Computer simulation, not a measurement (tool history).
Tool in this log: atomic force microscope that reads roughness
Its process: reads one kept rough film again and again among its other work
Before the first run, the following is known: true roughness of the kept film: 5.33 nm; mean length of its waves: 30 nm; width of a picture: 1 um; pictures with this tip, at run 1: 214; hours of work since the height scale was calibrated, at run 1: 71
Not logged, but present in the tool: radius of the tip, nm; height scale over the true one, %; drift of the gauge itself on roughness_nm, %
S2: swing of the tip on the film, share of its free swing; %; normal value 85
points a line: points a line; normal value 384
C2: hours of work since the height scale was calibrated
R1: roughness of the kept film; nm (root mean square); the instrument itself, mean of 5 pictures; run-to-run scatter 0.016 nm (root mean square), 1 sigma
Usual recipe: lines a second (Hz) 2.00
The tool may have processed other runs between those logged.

run 1 hour=0.0 | lines_a_second_(Hz)=2.00 S2=85 points_a_line=384 | pictures_with_this_tip=214 C2=71 | R1=3.012
run 2 hour=8.9 | lines_a_second_(Hz)=2.00 S2=85 points_a_line=384 | pictures_with_this_tip=220 C2=75 | R1=3.001
run 3 hour=17.0 | lines_a_second_(Hz)=2.00 S2=85 points_a_line=384 | pictures_with_this_tip=226 C2=78 | R1=2.969
run 4 hour=24.1 | lines_a_second_(Hz)=2.00 S2=85 points_a_line=384 | pictures_with_this_tip=230 C2=81 | R1=2.998
run 5 hour=32.2 | lines_a_second_(Hz)=2.00 S2=85 points_a_line=384 | pictures_with_this_tip=236 C2=85 | R1=2.966
run 6 hour=37.2 | lines_a_second_(Hz)=2.00 S2=85 points_a_line=384 | pictures_with_this_tip=239 C2=87 | R1=2.938
run 7 hour=48.0 | lines_a_second_(Hz)=2.00 S2=85 points_a_line=384 | pictures_with_this_tip=246 C2=91 | R1=2.937
run 8 hour=55.0 | lines_a_second_(Hz)=2.00 S2=85 points_a_line=384 | pictures_with_this_tip=251 C2=94 | R1=2.932
run 9 hour=65.2 | lines_a_second_(Hz)=2.00 S2=71 points_a_line=384 | pictures_with_this_tip=257 C2=98 | R1=3.021
run 10 hour=74.5 | lines_a_second_(Hz)=2.00 S2=71 points_a_line=384 | pictures_with_this_tip=263 C2=102 | R1=3.040
-- hour=76.3 height scale calibrated on a step standard
run 11 hour=85.0 | lines_a_second_(Hz)=2.00 S2=71 points_a_line=384 | pictures_with_this_tip=270 C2=4 | R1=2.988
run 12 hour=96.1 | lines_a_second_(Hz)=2.00 S2=71 points_a_line=384 | pictures_with_this_tip=277 C2=8 | R1=2.968
run 13 hour=105.7 | lines_a_second_(Hz)=2.00 S2=85 points_a_line=780 | pictures_with_this_tip=283 C2=12 | R1=2.835
run 14 hour=113.7 | lines_a_second_(Hz)=2.00 S2=85 points_a_line=384 | pictures_with_this_tip=289 C2=15 | R1=2.778
run 15 hour=118.7 | lines_a_second_(Hz)=2.00 S2=85 points_a_line=384 | pictures_with_this_tip=292 C2=17 | R1=2.783
run 16 hour=126.4 | lines_a_second_(Hz)=2.00 S2=85 points_a_line=384 | pictures_with_this_tip=297 C2=21 | R1=2.772
-- hour=130.3 height scale calibrated on a step standard, once more
run 17 hour=135.1 | lines_a_second_(Hz)=2.00 S2=85 points_a_line=384 | pictures_with_this_tip=302 C2=2 | R1=2.771
run 18 hour=140.2 | lines_a_second_(Hz)=2.00 S2=85 points_a_line=384 | pictures_with_this_tip=305 C2=4 | R1=2.750
run 19 hour=145.0 | lines_a_second_(Hz)=1.70 S2=65 points_a_line=320 | pictures_with_this_tip=309 C2=6 | R1=2.895
run 20 hour=154.4 | lines_a_second_(Hz)=0.52 S2=74 points_a_line=320 | pictures_with_this_tip=315 C2=10 | R1=2.932
run 21 hour=161.3 | lines_a_second_(Hz)=0.52 S2=59 points_a_line=472 | pictures_with_this_tip=319 C2=13 | R1=2.935
run 22 hour=166.5 | lines_a_second_(Hz)=1.20 S2=59 points_a_line=472 | pictures_with_this_tip=323 C2=15 | R1=2.917
run 23 hour=171.2 | lines_a_second_(Hz)=3.78 S2=85 points_a_line=545 | pictures_with_this_tip=326 C2=17 | R1=2.520
run 24 hour=179.6 | lines_a_second_(Hz)=0.97 S2=85 points_a_line=378 | pictures_with_this_tip=331 C2=20 | R1=2.795
run 25 hour=190.5 | lines_a_second_(Hz)=0.66 S2=62 points_a_line=302 | pictures_with_this_tip=339 C2=25 | R1=2.875
run 26 hour=197.2 | lines_a_second_(Hz)=0.66 S2=62 points_a_line=302 | pictures_with_this_tip=343 C2=27 | R1=2.852
run 27 hour=202.2 | lines_a_second_(Hz)=0.66 S2=62 points_a_line=302 | pictures_with_this_tip=346 C2=29 | R1=2.849
run 28 hour=208.8 | lines_a_second_(Hz)=3.38 S2=69 points_a_line=784 | pictures_with_this_tip=351 C2=32 | R1=2.689
-- hour=213.7 new tip fitted
run 29 hour=218.9 | lines_a_second_(Hz)=2.39 S2=67 points_a_line=784 | pictures_with_this_tip=3 C2=36 | R1=4.088
run 30 hour=229.5 | lines_a_second_(Hz)=3.81 S2=75 points_a_line=829 | pictures_with_this_tip=10 C2=40 | R1=3.810

Predict each of these 4 candidate next runs independently; none follows another, all start after run 30:
run A hour=235.6 | lines_a_second_(Hz)=1.57 S2=58 points_a_line=870 | pictures_with_this_tip=14 C2=43 | R1=?
run B hour=235.6 | lines_a_second_(Hz)=0.65 S2=75 points_a_line=272 | pictures_with_this_tip=14 C2=43 | R1=?
run C hour=235.6 | lines_a_second_(Hz)=2.00 S2=82 points_a_line=384 | pictures_with_this_tip=14 C2=43 | R1=?
run D hour=235.6 | lines_a_second_(Hz)=2.00 S2=85 points_a_line=1023 | pictures_with_this_tip=14 C2=43 | R1=?

run=A R1=4.171
run=B R1=4.089
run=C R1=3.888
run=D R1=3.887
Without the tool's hidden state the same runs would have given:
run=A R1=4.284
run=B R1=4.200
run=C R1=3.994
run=D R1=3.992
